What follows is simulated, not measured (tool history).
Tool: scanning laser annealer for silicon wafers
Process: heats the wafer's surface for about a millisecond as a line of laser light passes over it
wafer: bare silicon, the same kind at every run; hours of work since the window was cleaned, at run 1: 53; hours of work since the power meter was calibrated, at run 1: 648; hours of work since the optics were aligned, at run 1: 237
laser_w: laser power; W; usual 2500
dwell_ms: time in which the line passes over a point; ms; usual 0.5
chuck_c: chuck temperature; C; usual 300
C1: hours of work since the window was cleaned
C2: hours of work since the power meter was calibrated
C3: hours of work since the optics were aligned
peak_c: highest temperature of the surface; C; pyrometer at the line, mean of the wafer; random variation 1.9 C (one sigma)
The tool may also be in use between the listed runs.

run 1 hour=0 | laser_w=2500 dwell_ms=0.5 chuck_c=300 | C1=53 C2=648 C3=237 | peak_c=1130
run 2 hour=19.7 | laser_w=2500 dwell_ms=0.5 chuck_c=300 | C1=64 C2=659 C3=248 | peak_c=1135
run 3 hour=53.5 | laser_w=2500 dwell_ms=0.5 chuck_c=300 | C1=83 C2=678 C3=267 | peak_c=1132
run 4 hour=74.5 | laser_w=2500 dwell_ms=0.5 chuck_c=300 | C1=95 C2=690 C3=279 | peak_c=1130
run 5 hour=114.4 | laser_w=2500 dwell_ms=0.5 chuck_c=300 | C1=117 C2=713 C3=301 | peak_c=1127
run 6 hour=131.1 | laser_w=2500 dwell_ms=0.5 chuck_c=293 | C1=126 C2=722 C3=311 | peak_c=1119
run 7 hour=162.2 | laser_w=2500 dwell_ms=0.5 chuck_c=293 | C1=144 C2=739 C3=328 | peak_c=1119
run 8 hour=201.9 | laser_w=2500 dwell_ms=0.5 chuck_c=293 | C1=166 C2=762 C3=351 | peak_c=1114
run 9 hour=220.4 | laser_w=2500 dwell_ms=0.5 chuck_c=263 | C1=176 C2=772 C3=361 | peak_c=1088
run 10 hour=260.4 | laser_w=2500 dwell_ms=0.5 chuck_c=311 | C1=199 C2=794 C3=383 | peak_c=1133
run 11 hour=293 | laser_w=2500 dwell_ms=0.5 chuck_c=300 | C1=217 C2=813 C3=402 | peak_c=1120
run 12 hour=323.4 | laser_w=2500 dwell_ms=0.5 chuck_c=300 | C1=234 C2=830 C3=419 | peak_c=1122
run 13 hour=346.9 | laser_w=2500 dwell_ms=0.5 chuck_c=300 | C1=247 C2=843 C3=432 | peak_c=1118
run 14 hour=364.1 | laser_w=2419 dwell_ms=0.5 chuck_c=300 | C1=257 C2=853 C3=442 | peak_c=1085
run 15 hour=386.4 | laser_w=2500 dwell_ms=0.5 chuck_c=300 | C1=270 C2=865 C3=454 | peak_c=1117
run 16 hour=418.3 | laser_w=2500 dwell_ms=0.5 chuck_c=300 | C1=287 C2=883 C3=472 | peak_c=1116
run 17 hour=454.7 | laser_w=2484 dwell_ms=0.426 chuck_c=293 | C1=308 C2=904 C3=492 | peak_c=1046
run 18 hour=489.7 | laser_w=2484 dwell_ms=0.426 chuck_c=293 | C1=327 C2=923 C3=512 | peak_c=1045
run 19 hour=527 | laser_w=2312 dwell_ms=0.442 chuck_c=303 | C1=348 C2=944 C3=533 | peak_c=999

Forecast run 20:
-- hour=534.5 optics aligned, line set to its width
run 20 hour=558.1 | laser_w=2312 dwell_ms=0.442 chuck_c=303 | C1=363 C2=959 C3=13 | peak_c=?

peak_c: 997 C
Without the tool's hidden state the same run would have given peak_c 1025 C.

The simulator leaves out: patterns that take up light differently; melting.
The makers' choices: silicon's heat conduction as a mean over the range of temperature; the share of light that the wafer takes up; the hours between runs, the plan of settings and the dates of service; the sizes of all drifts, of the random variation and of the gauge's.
